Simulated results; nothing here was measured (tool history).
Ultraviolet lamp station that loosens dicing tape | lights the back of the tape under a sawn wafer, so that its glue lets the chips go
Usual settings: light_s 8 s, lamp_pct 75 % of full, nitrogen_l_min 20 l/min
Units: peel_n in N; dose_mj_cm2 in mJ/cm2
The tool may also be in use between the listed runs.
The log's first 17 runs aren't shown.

Run 18, day 8.954: usual settings but lamp_pct 63 % of full. Result: peel_n 0.744 N, dose_mj_cm2 160 mJ/cm2.
Run 19, day 9.712: usual settings but light_s 9 s, lamp_pct 73 % of full. Result: peel_n 0.446 N, dose_mj_cm2 208 mJ/cm2.
Run 20, day 10.392: usual settings but light_s 9 s, lamp_pct 73 % of full. Result: peel_n 0.427 N, dose_mj_cm2 206 mJ/cm2.
Run 21, day 10.75: usual settings but light_s 4 s, lamp_pct 67 % of full, nitrogen_l_min 33 l/min. Result: peel_n 1.497 N, dose_mj_cm2 86 mJ/cm2.
Run 22, day 11.458: usual settings but light_s 4 s, lamp_pct 86 % of full, nitrogen_l_min 33 l/min. Result: peel_n 1.081 N, dose_mj_cm2 109 mJ/cm2.
Run 23, day 11.942: usual settings but light_s 4 s, lamp_pct 86 % of full, nitrogen_l_min 33 l/min. Result: peel_n 1.065 N, dose_mj_cm2 107 mJ/cm2.
Run 24, day 12.4: usual settings but light_s 5 s. Result: peel_n 1.166 N, dose_mj_cm2 116 mJ/cm2.
Run 25, day 13.15: usual settings but light_s 5 s, lamp_pct 69 % of full. Result: peel_n 1.28 N, dose_mj_cm2 105 mJ/cm2.
At day 13.479: window cleaned of glue's vapour.
Run 26, day 13.875: usual settings but light_s 5 s, lamp_pct 63 % of full, nitrogen_l_min 7 l/min. Result: peel_n 1.993 N, dose_mj_cm2 105 mJ/cm2.

Forecast run 27:
Run 27, day 14.642: usual settings but light_s 5 s, lamp_pct 63 % of full, nitrogen_l_min 7 l/min. Result: peel_n ?, dose_mj_cm2 ?.

Run 27 gave peel_n 2.036 N, dose_mj_cm2 109 mJ/cm2.
Without the tool's hidden state the same run would have given peel_n 1.87 N, dose_mj_cm2 118 mJ/cm2.
